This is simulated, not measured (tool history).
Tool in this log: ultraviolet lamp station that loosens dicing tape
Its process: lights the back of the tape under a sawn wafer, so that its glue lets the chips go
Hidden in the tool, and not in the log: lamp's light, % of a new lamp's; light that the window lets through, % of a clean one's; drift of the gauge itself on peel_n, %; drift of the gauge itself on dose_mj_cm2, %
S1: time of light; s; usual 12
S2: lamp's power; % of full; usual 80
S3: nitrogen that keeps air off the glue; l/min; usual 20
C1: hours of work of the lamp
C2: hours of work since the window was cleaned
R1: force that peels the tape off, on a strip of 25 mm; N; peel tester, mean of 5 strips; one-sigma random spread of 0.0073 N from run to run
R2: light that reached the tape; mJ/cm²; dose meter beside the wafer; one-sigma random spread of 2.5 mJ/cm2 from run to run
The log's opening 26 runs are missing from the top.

run	hour	S1	S2	S3	C1	C2	R1	R2
27	211.5	11	66	15	292	12	0.718	200
28	220.2	6	63	20	296	16	1.362	100
29	229.9	6	63	20	301	20	1.365	99
30	236.1	6	63	20	304	23	1.376	100
31	243.9	12	80	35	308	27	0.260	254
32	250.6	12	75	8	311	30	0.763	235
33	258.5	21	90	20	314	34	0.098	497
34	270.0	21	78	8	320	39	0.256	421
35	278.8	14	66	30	324	43	0.324	242
36	284.5	14	66	30	327	46	0.315	241
37	291.4	14	66	30	330	49	0.317	239
38	300.5	14	80	29	334	54	0.216	288
39	305.7	14	80	29	337	56	0.220	288
40	310.5	24	79	8	339	58	0.185	491
41	318.1	12	80	7	343	62	0.761	247
42	329.5	12	80	38	348	67	0.265	245

Branching from run 42: 5 alternative next runs. What would each branch give?
A	335.6	19	79	9	351	70	?	?
B	335.6	11	74	14	351	70	?	?
C	335.6	22	80	16	351	70	?	?
D	335.6	14	98	38	351	70	?	?
E	335.6	14	83	15	351	70	?	?

run	R1	R2
A	0.291	382
B	0.638	211
C	0.131	445
D	0.128	348
E	0.314	290
With no hidden state in the tool, these same runs would have given:
run	R1	R2
A	0.190	464
B	0.457	256
C	0.095	540
D	0.093	422
E	0.206	352

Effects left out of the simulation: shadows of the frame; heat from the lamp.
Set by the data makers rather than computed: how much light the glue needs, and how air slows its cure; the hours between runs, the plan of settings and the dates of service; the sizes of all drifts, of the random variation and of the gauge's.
